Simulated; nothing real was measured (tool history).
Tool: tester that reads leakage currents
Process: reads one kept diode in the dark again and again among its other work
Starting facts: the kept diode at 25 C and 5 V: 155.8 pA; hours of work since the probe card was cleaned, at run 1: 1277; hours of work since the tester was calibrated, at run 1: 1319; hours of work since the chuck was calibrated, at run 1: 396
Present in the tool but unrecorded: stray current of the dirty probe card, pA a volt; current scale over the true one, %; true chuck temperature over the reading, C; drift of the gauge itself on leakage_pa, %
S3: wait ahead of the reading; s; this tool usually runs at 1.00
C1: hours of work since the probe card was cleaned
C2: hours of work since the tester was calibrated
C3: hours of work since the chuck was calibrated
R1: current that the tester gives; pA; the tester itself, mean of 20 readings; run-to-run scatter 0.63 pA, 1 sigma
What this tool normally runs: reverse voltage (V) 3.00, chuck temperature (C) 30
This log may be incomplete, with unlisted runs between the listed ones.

run 1 hour=0.0 | reverse_voltage_(V)=3.00 chuck_temperature_(C)=30 S3=1.00 | C1=1277 C2=1319 C3=396 | R1=208.45
run 2 hour=25.9 | reverse_voltage_(V)=1.26 chuck_temperature_(C)=30 S3=1.00 | C1=1297 C2=1339 C3=417 | R1=149.22
run 3 hour=64.5 | reverse_voltage_(V)=3.00 chuck_temperature_(C)=30 S3=1.00 | C1=1328 C2=1369 C3=447 | R1=207.98
run 4 hour=98.7 | reverse_voltage_(V)=3.00 chuck_temperature_(C)=30 S3=1.00 | C1=1355 C2=1396 C3=474 | R1=208.42
run 5 hour=124.7 | reverse_voltage_(V)=3.00 chuck_temperature_(C)=30 S3=1.00 | C1=1375 C2=1417 C3=494 | R1=207.32
run 6 hour=157.4 | reverse_voltage_(V)=3.00 chuck_temperature_(C)=30 S3=0.82 | C1=1401 C2=1442 C3=520 | R1=208.50
run 7 hour=185.8 | reverse_voltage_(V)=3.00 chuck_temperature_(C)=22 S3=1.00 | C1=1423 C2=1465 C3=542 | R1=99.16
run 8 hour=221.3 | reverse_voltage_(V)=3.00 chuck_temperature_(C)=22 S3=1.00 | C1=1451 C2=1493 C3=570 | R1=98.20
run 9 hour=245.0 | reverse_voltage_(V)=3.00 chuck_temperature_(C)=22 S3=1.00 | C1=1470 C2=1511 C3=589 | R1=99.26
run 10 hour=274.7 | reverse_voltage_(V)=7.12 chuck_temperature_(C)=51 S3=6.03 | C1=1493 C2=1535 C3=612 | R1=1772.22
run 11 hour=311.2 | reverse_voltage_(V)=8.23 chuck_temperature_(C)=30 S3=6.74 | C1=1522 C2=1563 C3=641 | R1=306.24
run 12 hour=334.9 | reverse_voltage_(V)=7.36 chuck_temperature_(C)=26 S3=4.52 | C1=1540 C2=1582 C3=659 | R1=205.14
run 13 hour=369.6 | reverse_voltage_(V)=7.36 chuck_temperature_(C)=26 S3=4.52 | C1=1568 C2=1609 C3=687 | R1=204.92
run 14 hour=397.9 | reverse_voltage_(V)=1.26 chuck_temperature_(C)=32 S3=1.00 | C1=1590 C2=1631 C3=709 | R1=175.61
run 15 hour=431.9 | reverse_voltage_(V)=1.92 chuck_temperature_(C)=31 S3=0.35 | C1=1616 C2=1658 C3=736 | R1=190.03
run 16 hour=467.0 | reverse_voltage_(V)=1.48 chuck_temperature_(C)=27 S3=8.04 | C1=1644 C2=1686 C3=763 | R1=117.47

What would each run have given without the hidden state, its run-to-run variation left as it was?
run=1 R1=208.83
run=2 R1=151.42
run=3 R1=208.95
run=4 R1=209.75
run=5 R1=208.91
run=6 R1=210.42
run=7 R1=97.03
run=8 R1=96.19
run=9 R1=97.29
run=10 R1=1828.51
run=11 R1=302.54
run=12 R1=198.71
run=13 R1=198.63
run=14 R1=182.29
run=15 R1=196.23
run=16 R1=121.04
